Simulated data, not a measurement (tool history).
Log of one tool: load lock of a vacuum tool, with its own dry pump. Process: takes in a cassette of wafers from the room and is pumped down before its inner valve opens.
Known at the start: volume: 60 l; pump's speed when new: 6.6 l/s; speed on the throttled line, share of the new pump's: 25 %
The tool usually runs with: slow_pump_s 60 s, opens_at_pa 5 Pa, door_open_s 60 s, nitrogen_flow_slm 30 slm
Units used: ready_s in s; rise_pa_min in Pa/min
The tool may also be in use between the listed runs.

run	hour	slow_pump_s	opens_at_pa	door_open_s	nitrogen_flow_slm	incoming humidity of the room's air, %	ready_s	rise_pa_min
1	0	60	5	60	30	46.2	153.5	0.221
2	352.2	60	5	60	30	44.5	151.2	0.225
3	604.8	60	5	60	30	46.5	152.3	0.233
4	969.1	60	5	60	30	44.8	154.6	0.264
5	1250.1	60	5	60	30	44.2	155.4	0.27
6	1409.5	60	5	60	30	47	155.1	0.275
7	1562.6	60	9	60	30	45.6	146.1	0.275
8	1826.4	60	5	42	30	43.2	156.3	0.283
9	2058.2	45	4	26	14	49.7	147.6	0.299
10	2419.5	45	5	26	14	43.3	147.1	0.315
11	2727	45	6	26	12	47.6	144.1	0.333

Forecast each of these 3 alternatives for the next run:
A	3086.9	54	10	32	12	43.8	?	?
B	3086.9	45	6	26	7	44.8	?	?
C	3086.9	84	6	80	35	48.8	?	?

run	ready_s	rise_pa_min
A	146.6	0.346
B	146	0.351
C	172.2	0.339
Stripped of hidden state, with their random variation kept, the same runs would have yielded:
run	ready_s	rise_pa_min
A	126.4	0.01
B	123.7	0.012
C	152.7	0.008
